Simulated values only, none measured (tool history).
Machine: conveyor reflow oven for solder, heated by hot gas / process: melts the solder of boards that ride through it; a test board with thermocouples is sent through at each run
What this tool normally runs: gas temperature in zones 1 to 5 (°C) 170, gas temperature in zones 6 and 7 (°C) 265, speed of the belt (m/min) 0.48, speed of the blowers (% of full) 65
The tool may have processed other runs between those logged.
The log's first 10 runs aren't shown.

run	hour	gas temperature in zones 1 to 5 (°C)	gas temperature in zones 6 and 7 (°C)	speed of the belt (m/min)	speed of the blowers (% of full)	highest temperature of the board (°C)	time above the solder's melting point (s)
11	200.6	162	265	0.48	66	248.3	57.1
12	213.2	162	265	0.48	66	248.4	57.7
13	237.9	162	265	0.48	66	247.5	57.1
14	263.3	162	265	0.48	66	248.1	57.8
15	289.3	162	265	0.48	66	248.2	57.7
16	303.3	162	265	0.48	66	247.7	58
17	316.8	170	257	0.48	65	242	54.9
18	336.9	170	257	0.48	65	241.7	54.8
19	348.9	183	268	0.573	52	244.1	48
20	373.4	183	268	0.573	52	244	48.7
21	387.4	183	265	0.428	52	251.2	77.7
22	413.4	173	277	0.577	84	258.3	58.3
23	433.6	162	277	0.577	84	256.7	53.9
24	448.2	159	276	0.559	71	252.6	50.5
25	467.2	163	276	0.559	52	245.7	45.7
26	483.3	163	258	0.457	52	239.6	50.4
# hour 500.5: flux residue cleaned out of gas plates and filters
27	512.4	166	266	0.405	74	257	81.7
28	536.3	178	265	0.426	65	254.4	80.1
29	547.8	178	265	0.426	65	254.6	80.2
30	571.4	178	265	0.426	65	254.3	79.6
31	586.2	178	260	0.426	65	249.7	76.2
32	605.4	184	271	0.411	58	260.3	90.3

Branching from run 32: 3 alternative next runs. What would each branch give?
A	628.8	160	271	0.575	58	?	?
B	628.8	170	271	0.458	65	?	?
C	628.8	184	271	0.411	88	?	?

run	highest temperature of the board (°C)	time above the solder's melting point (s)
A	243.4	41
B	256.4	71.9
C	264.3	93.5
The same runs, with their run-to-run variation unchanged, on a tool lacking any hidden condition would have given:
run	highest temperature of the board (°C)	time above the solder's melting point (s)
A	242.9	40.2
B	255.9	70.9
C	263.9	92.6
